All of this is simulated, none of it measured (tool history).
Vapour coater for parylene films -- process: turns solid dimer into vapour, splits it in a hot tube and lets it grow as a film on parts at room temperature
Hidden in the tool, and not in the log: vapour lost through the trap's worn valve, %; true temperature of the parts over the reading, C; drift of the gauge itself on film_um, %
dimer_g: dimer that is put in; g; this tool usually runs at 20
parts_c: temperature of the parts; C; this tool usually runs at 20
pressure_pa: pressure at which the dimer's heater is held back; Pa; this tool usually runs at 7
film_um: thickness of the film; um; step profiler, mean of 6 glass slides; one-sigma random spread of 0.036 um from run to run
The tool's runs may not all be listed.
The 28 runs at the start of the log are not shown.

run,hour,dimer_g,parts_c,pressure_pa,hours of work since the trap's valve was overhauled,hours of work since the table's thermometer was calibrated,film_um
29,291.7,12,27,5.71,200,7,1.7
30,298.5,22,30,8.04,204,12,2.77
31,308.3,11,15,4.09,211,18,2.31
32,321.2,11,18,7.89,219,26,1.9
# hour 327.2: trap's valve overhauled
33,339.5,20,24,2.18,8,36,4.18
34,349.8,20,24,2.18,15,42,4.16
35,359,20,12,11.94,21,48,4.24
36,369.8,20,20,10.61,28,55,3.45
37,379,19,13,7,34,61,4.3
38,392.4,25,28,7,42,70,3.75
39,402.6,25,28,7,49,77,3.68
40,415.2,25,28,7,57,85,3.57
41,424.8,20,20,8.71,63,91,3.49
42,435.8,20,20,2.14,70,98,4.54
43,448.7,29,23,7,79,106,4.86
44,458,22,22,8.41,85,113,3.65
45,468.6,22,22,8.41,92,119,3.64
46,482,22,22,8.41,100,128,3.64
47,493.7,22,22,8.41,108,136,3.59

Alternative continuations, all from the tool just after run 47; predict every row:
A,502.1,14,17,10.53,113,141,?
B,502.1,14,31,7.4,113,141,?
C,502.1,13,20,7.35,113,141,?
D,502.1,20,20,7,113,141,?

run,film_um
A,2.57
B,1.79
C,2.28
D,3.55
With the hidden condition removed and each run's random variation left untouched, the same runs would have given:
run,film_um
A,2.73
B,1.9
C,2.43
D,3.78
